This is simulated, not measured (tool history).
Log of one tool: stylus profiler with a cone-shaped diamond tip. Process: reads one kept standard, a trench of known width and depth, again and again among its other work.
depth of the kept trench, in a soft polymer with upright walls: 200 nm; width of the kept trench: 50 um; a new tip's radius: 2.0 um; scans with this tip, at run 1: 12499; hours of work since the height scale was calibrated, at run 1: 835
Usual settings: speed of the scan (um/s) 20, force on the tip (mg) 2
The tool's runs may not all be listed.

run	hour	speed of the scan (um/s)	force on the tip (mg)	scans with this tip	hours of work since the height scale was calibrated	depth of the trench (Å)	width of the trench's floor (um)
1	0	20	2	12499	835	2011.8	47.95
2	78.9	20	2	13378	893	2014.1	47.9
3	158	20	2	14262	952	2014.8	47.93
4	237	20	2	15142	1011	2014.3	47.83
5	275	20	2	15566	1039	2015.1	47.91
6	316.2	20	2	16025	1070	2016.9	47.87
7	371.9	20	2	16647	1112	2014.5	47.85
8	431.2	20	1.28	17308	1156	2013.9	47.81
9	487.7	20	2.38	17938	1198	2014	47.86
10	526.9	20	1.67	18376	1227	2012.9	47.79
11	587.5	20	1.67	19051	1272	2011.8	47.81
12	623.6	20	1.67	19454	1299	2015.2	47.74
13	710.6	20	1.67	20425	1364	2015.3	47.74
14	795.2	20	2	21368	1427	2016.6	47.72
15	873.9	20	2	22246	1485	2015.8	47.72
16	952.8	20	2	23125	1544	2016.4	47.73
17	1000.2	20	2	23655	1580	2015	47.71
18	1086.9	20	4.26	24622	1644	2023.1	47.77
19	1152.8	20	1.56	25357	1693	2016.6	47.69
20	1216.1	20	1.56	26063	1740	2014.6	47.69
21	1262.1	20	1.56	26576	1775	2015.2	47.67
22	1301.4	20	1.56	27013	1804	2014.4	47.64
23	1374	15	3.75	27823	1858	2023.3	47.69
24	1459.8	12	5.65	28780	1922	2026.9	47.71
25	1511.4	7	2.96	29356	1960	2021.2	47.72
26	1551.8	7	2.96	29807	1990	2020.5	47.66
27	1638.9	7	2.96	30778	2055	2019.4	47.69
28	1675.4	13	0.83	31185	2082	2013.9	47.59
29	1765.2	6	5.92	32186	2149	2028.8	47.63
30	1843.3	23	1.07	33058	2207	2014.4	47.59
31	1928.2	21	3.84	34005	2271	2026	47.61
# hour 1951.8: new tip fitted, height scale calibrated
32	2007	7	2	615	41	2010.3	48.22
33	2061.8	7	2.16	1226	82	2010.8	48.17
34	2124	11	1.82	1920	128	2010.4	48.2
35	2200.9	29	2.64	2778	186	2015.2	48.1
36	2239.6	29	2.64	3209	214	2011.4	48.04
37	2279	29	2.64	3649	244	2014.2	48.05
38	2320.4	13	4.14	4110	274	2015.1	48.11
39	2368.8	9	1.34	4651	311	2009.3	48.14
40	2432.5	5	0.91	5361	358	2007.5	48.16
41	2474.6	20	0.93	5830	389	2006.5	48.04

The same runs without the tool's hidden state, with the same run-to-run variation:
The hidden state here: radius of the tip, um; height scale over the true one, %; drift of the gauge itself on depth_nm, %; drift of the gauge itself on floor_um, %.
run	depth of the trench (Å)	width of the trench's floor (um)
1	2008.5	48.2
2	2010.6	48.16
3	2011	48.22
4	2010.4	48.13
5	2011.1	48.22
6	2012.7	48.19
7	2010.2	48.17
8	2009.4	48.15
9	2009.3	48.21
10	2008.2	48.14
11	2006.9	48.18
12	2010.2	48.12
13	2010.1	48.13
14	2011.1	48.13
15	2010	48.14
16	2010.4	48.17
17	2008.9	48.16
18	2016.7	48.24
19	2010.1	48.16
20	2007.9	48.18
21	2008.4	48.17
22	2007.4	48.14
23	2016.2	48.21
24	2019.5	48.24
25	2013.7	48.26
26	2012.8	48.21
27	2011.5	48.25
28	2006	48.16
29	2020.5	48.22
30	2005.9	48.19
31	2017.3	48.22
32	2009.7	48.22
33	2010.1	48.18
34	2009.6	48.22
35	2014.2	48.14
36	2010.3	48.09
37	2012.9	48.11
38	2013.7	48.18
39	2007.8	48.21
40	2005.8	48.25
41	2004.7	48.14
